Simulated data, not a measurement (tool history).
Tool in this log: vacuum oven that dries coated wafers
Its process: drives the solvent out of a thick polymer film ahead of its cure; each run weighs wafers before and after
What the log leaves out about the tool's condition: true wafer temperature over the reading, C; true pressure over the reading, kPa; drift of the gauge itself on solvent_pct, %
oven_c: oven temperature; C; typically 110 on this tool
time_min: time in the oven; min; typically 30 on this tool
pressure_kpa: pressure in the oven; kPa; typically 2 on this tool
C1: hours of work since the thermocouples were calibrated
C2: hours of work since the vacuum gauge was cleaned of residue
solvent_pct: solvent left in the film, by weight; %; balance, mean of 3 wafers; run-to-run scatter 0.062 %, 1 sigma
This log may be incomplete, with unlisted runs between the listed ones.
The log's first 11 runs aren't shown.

{"run": 12, "hour": 248.3, "oven_c": 110, "time_min": 30, "pressure_kpa": 2, "C1": 425, "C2": 641, "solvent_pct": 3.71}
{"run": 13, "hour": 264.5, "oven_c": 110, "time_min": 30, "pressure_kpa": 2, "C1": 437, "C2": 654, "solvent_pct": 3.64}
{"run": 14, "hour": 279.5, "oven_c": 110, "time_min": 30, "pressure_kpa": 2, "C1": 449, "C2": 665, "solvent_pct": 3.69}
{"run": 15, "hour": 293.4, "oven_c": 110, "time_min": 30, "pressure_kpa": 2, "C1": 460, "C2": 676, "solvent_pct": 3.62}
{"run": 16, "hour": 306.8, "oven_c": 110, "time_min": 24, "pressure_kpa": 2, "C1": 470, "C2": 687, "solvent_pct": 4.65}
{"run": 17, "hour": 321.9, "oven_c": 110, "time_min": 24, "pressure_kpa": 2, "C1": 482, "C2": 699, "solvent_pct": 4.76}
{"run": 18, "hour": 339.0, "oven_c": 110, "time_min": 30, "pressure_kpa": 5.01, "C1": 495, "C2": 712, "solvent_pct": 4.72}
{"run": 19, "hour": 363.9, "oven_c": 102, "time_min": 35, "pressure_kpa": 2.7, "C1": 515, "C2": 731, "solvent_pct": 5.56}
{"run": 20, "hour": 378.1, "oven_c": 107, "time_min": 30, "pressure_kpa": 6.31, "C1": 526, "C2": 742, "solvent_pct": 5.94}
{"run": 21, "hour": 403.4, "oven_c": 99, "time_min": 33, "pressure_kpa": 2.76, "C1": 546, "C2": 762, "solvent_pct": 6.72}
{"run": 22, "hour": 430.4, "oven_c": 108, "time_min": 19, "pressure_kpa": 4.93, "C1": 567, "C2": 783, "solvent_pct": 7.42}
{"run": 23, "hour": 459.9, "oven_c": 103, "time_min": 53, "pressure_kpa": 1.34, "C1": 590, "C2": 806, "solvent_pct": 2.83}
{"run": 24, "hour": 473.6, "oven_c": 103, "time_min": 53, "pressure_kpa": 1.34, "C1": 601, "C2": 817, "solvent_pct": 2.79}
{"run": 25, "hour": 498.8, "oven_c": 107, "time_min": 53, "pressure_kpa": 1.34, "C1": 620, "C2": 837, "solvent_pct": 2.01}
{"run": 26, "hour": 514.2, "oven_c": 107, "time_min": 26, "pressure_kpa": 1.34, "C1": 632, "C2": 849, "solvent_pct": 4.96}
{"run": 27, "hour": 536.9, "oven_c": 107, "time_min": 26, "pressure_kpa": 1.34, "C1": 650, "C2": 867, "solvent_pct": 5.01}
{"run": 28, "hour": 561.9, "oven_c": 105, "time_min": 27, "pressure_kpa": 3.55, "C1": 670, "C2": 886, "solvent_pct": 6.28}
{"run": 29, "hour": 592.6, "oven_c": 98, "time_min": 27, "pressure_kpa": 3.55, "C1": 694, "C2": 910, "solvent_pct": 8.32}

Run 30 has not been measured yet. What should we expect?
{"run": 30, "hour": 621.5, "oven_c": 120, "time_min": 36, "pressure_kpa": 1.2, "C1": 716, "C2": 933, "solvent_pct": "?"}

{"run 30": {"solvent_pct": 1.01}}
Without the tool's hidden state the same run would have given solvent_pct 0.99 %.
